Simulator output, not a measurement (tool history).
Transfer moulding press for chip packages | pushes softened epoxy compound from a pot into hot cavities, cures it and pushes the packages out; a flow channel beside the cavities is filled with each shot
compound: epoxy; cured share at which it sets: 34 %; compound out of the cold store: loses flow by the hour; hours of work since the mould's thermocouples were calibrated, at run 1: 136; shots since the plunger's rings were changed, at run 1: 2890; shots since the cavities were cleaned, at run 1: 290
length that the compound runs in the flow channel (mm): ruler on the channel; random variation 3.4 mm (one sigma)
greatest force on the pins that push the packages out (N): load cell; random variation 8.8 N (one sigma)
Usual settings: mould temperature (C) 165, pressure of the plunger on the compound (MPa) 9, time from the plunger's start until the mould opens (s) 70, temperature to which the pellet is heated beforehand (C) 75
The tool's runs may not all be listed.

run     day  mould temperature (C)  pressure of the plunger on the compound (MPa)  time from the plunger's start until the mould opens (s)  temperature to which the pellet is heated beforehand (C)  hours of work since the mould's thermocouples were calibrated  shots since the plunger's rings were changed  shots since the cavities were cleaned  incoming compound's hours out of the cold store  length that the compound runs in the flow channel (mm)  greatest force on the pins that push the packages out (N)
  1       0                    165                                              9                                                       70                                                        75                                                            136                                          2890                                    290                                               22                                                     985                                                        381
       1.55  -- cavities cleaned with cleaning compound and waxed
  2   1.975                    165                                              9                                                       70                                                        77                                                            168                                          3573                                    152                                             46.2                                                     942                                                        409
      3.917  -- plunger's sealing rings changed
      3.979  -- cavities cleaned with cleaning compound and waxed
  3   5.625                    165                                              9                                                       70                                                        77                                                            226                                           588                                    588                                             36.8                                                     949                                                        399
      6.408  -- cavities cleaned with cleaning compound and waxed
      8.833  -- cavities cleaned with cleaning compound and waxed
  4    9.25                    165                                              9                                                       70                                                        75                                                            285                                          1837                                    148                                             31.3                                                     960                                                        394
     10.775  -- mould's thermocouples calibrated
     11.338  -- cavities cleaned with cleaning compound and waxed
  5  12.533                    165                                              9                                                       70                                                        75                                                             28                                          2957                                    426                                             15.7                                                     994                                                        410
       13.7  -- cavities cleaned with cleaning compound and waxed
  6  15.446                    165                                              9                                                       70                                                        75                                                             76                                          3975                                    624                                             30.2                                                     969                                                        411
     16.029  -- cavities cleaned with cleaning compound and waxed
     16.412  -- plunger's sealing rings changed
     18.562  -- cavities cleaned with cleaning compound and waxed
  7   18.85                    165                                              9                                                       70                                                        75                                                            130                                           849                                    104                                               38                                                     955                                                        397
     21.012  -- cavities cleaned with cleaning compound and waxed
  8  22.571                    162                                              9                                                       70                                                        75                                                            191                                          2154                                    556                                             37.6                                                     968                                                        470
     23.417  -- cavities cleaned with cleaning compound and waxed
     25.812  -- cavities cleaned with cleaning compound and waxed
  9  26.379                    165                                              9                                                       70                                                        78                                                            253                                          3469                                    202                                             44.5                                                     939                                                        396
     28.317  -- cavities cleaned with cleaning compound and waxed
     28.679  -- plunger's sealing rings changed
 10  29.046                    165                                              9                                                       70                                                        78                                                            295                                           130                                    222                                             32.9                                                     960                                                        401
     30.029  -- mould's thermocouples calibrated
     30.846  -- cavities cleaned with cleaning compound and waxed
 11  32.517                    165                                              9                                                       70                                                        78                                                             41                                          1317                                    596                                             32.9                                                     959                                                        402
     33.354  -- cavities cleaned with cleaning compound and waxed
       35.7  -- cavities cleaned with cleaning compound and waxed
 12  35.929                    165                                              9                                                       70                                                        73                                                             96                                          2491                                     81                                             25.1                                                     971                                                        400
     38.008  -- cavities cleaned with cleaning compound and waxed
 13   38.15                    165                                              9                                                       70                                                        73                                                            132                                          3262                                     51                                             44.1                                                     935                                                        389
     40.608  -- cavities cleaned with cleaning compound and waxed
     40.958  -- plunger's sealing rings changed
 14  42.025                    165                                              9                                                       70                                                        73                                                            194                                           382                                    469                                             41.3                                                     950                                                        414
     43.079  -- cavities cleaned with cleaning compound and waxed
     45.392  -- cavities cleaned with cleaning compound and waxed
 15  45.654                    165                                              9                                                       56                                                        75                                                            253                                          1632                                     94                                             40.6                                                     948                                                        604
 16  47.342                    165                                           6.93                                                       70                                                        75                                                            281                                          2235                                    697                                             42.2                                                     835                                                        391
     47.929  -- cavities cleaned with cleaning compound and waxed
      49.25  -- mould's thermocouples calibrated
     50.467  -- cavities cleaned with cleaning compound and waxed
 17  50.938                    165                                           7.57                                                       89                                                        75                                                             27                                          3443                                    167                                             43.6                                                     861                                                        352
     52.942  -- cavities cleaned with cleaning compound and waxed
     53.242  -- plunger's sealing rings changed
 18  53.246                    170                                           9.22                                                       90                                                        72                                                             63                                             2                                     72                                             42.2                                                     925                                                        329
     55.617  -- cavities cleaned with cleaning compound and waxed
 19  56.146                    165                                           8.45                                                       70                                                        82                                                            111                                          1014                                    189                                             44.4                                                     909                                                        400
     58.183  -- cavities cleaned with cleaning compound and waxed
 20   58.65                    168                                          10.08                                                       70                                                        78                                                            152                                          1887                                    168                                             34.7                                                     996                                                        369
     60.512  -- cavities cleaned with cleaning compound and waxed
 21  61.583                    163                                           7.38                                                       81                                                        81                                                            200                                          2910                                    381                                             44.1                                                     854                                                        349
     62.871  -- cavities cleaned with cleaning compound and waxed
 22    63.2                    163                                           7.38                                                       81                                                        81                                                            226                                          3466                                    118                                               44                                                     862                                                        356
     65.338  -- plunger's sealing rings changed
       65.4  -- cavities cleaned with cleaning compound and waxed
 23  66.133                    163                                           7.38                                                       81                                                        81                                                            272                                           261                                    261                                             24.4                                                     897                                                        375
     67.775  -- cavities cleaned with cleaning compound and waxed
     68.479  -- mould's thermocouples calibrated
 24  69.938                    161                                            6.8                                                       80                                                        73                                                             25                                          1568                                    743                                             29.9                                                     862                                                        424
     70.321  -- cavities cleaned with cleaning compound and waxed
     72.692  -- cavities cleaned with cleaning compound and waxed
 25  73.096                    161                                            6.8                                                       80                                                        73                                                             75                                          2650                                    144                                             13.8                                                     889                                                        403

4 ways to go on from here, each from the tool as it stands after run 25. What would each give?
     75.171  -- cavities cleaned with cleaning compound and waxed
  A  76.583                    161                                          10.73                                                       80                                                        73                                                            133                                          3873                                    504                                             46.7                                                       ?                                                          ?
     75.171  -- cavities cleaned with cleaning compound and waxed
  B  76.583                    165                                              9                                                       70                                                        74                                                            133                                          3873                                    504                                             11.2                                                       ?                                                          ?
     75.171  -- cavities cleaned with cleaning compound and waxed
  C  76.583                    165                                            8.7                                                      102                                                        67                                                            133                                          3873                                    504                                             30.8                                                       ?                                                          ?
     75.171  -- cavities cleaned with cleaning compound and waxed
  D  76.583                    165                                           7.72                                                       97                                                        75                                                            133                                          3873                                    504                                             37.2                                                       ?                                                          ?

run  length that the compound runs in the flow channel (mm)  greatest force on the pins that push the packages out (N)
  A                                                    1043                                                        417
  B                                                    1008                                                        408
  C                                                     949                                                        325
  D                                                     878                                                        319
Without the tool's hidden state the same runs would have given:
run  length that the compound runs in the flow channel (mm)  greatest force on the pins that push the packages out (N)
  A                                                    1044                                                        412
  B                                                    1009                                                        403
  C                                                     950                                                        321
  D                                                     879                                                        315

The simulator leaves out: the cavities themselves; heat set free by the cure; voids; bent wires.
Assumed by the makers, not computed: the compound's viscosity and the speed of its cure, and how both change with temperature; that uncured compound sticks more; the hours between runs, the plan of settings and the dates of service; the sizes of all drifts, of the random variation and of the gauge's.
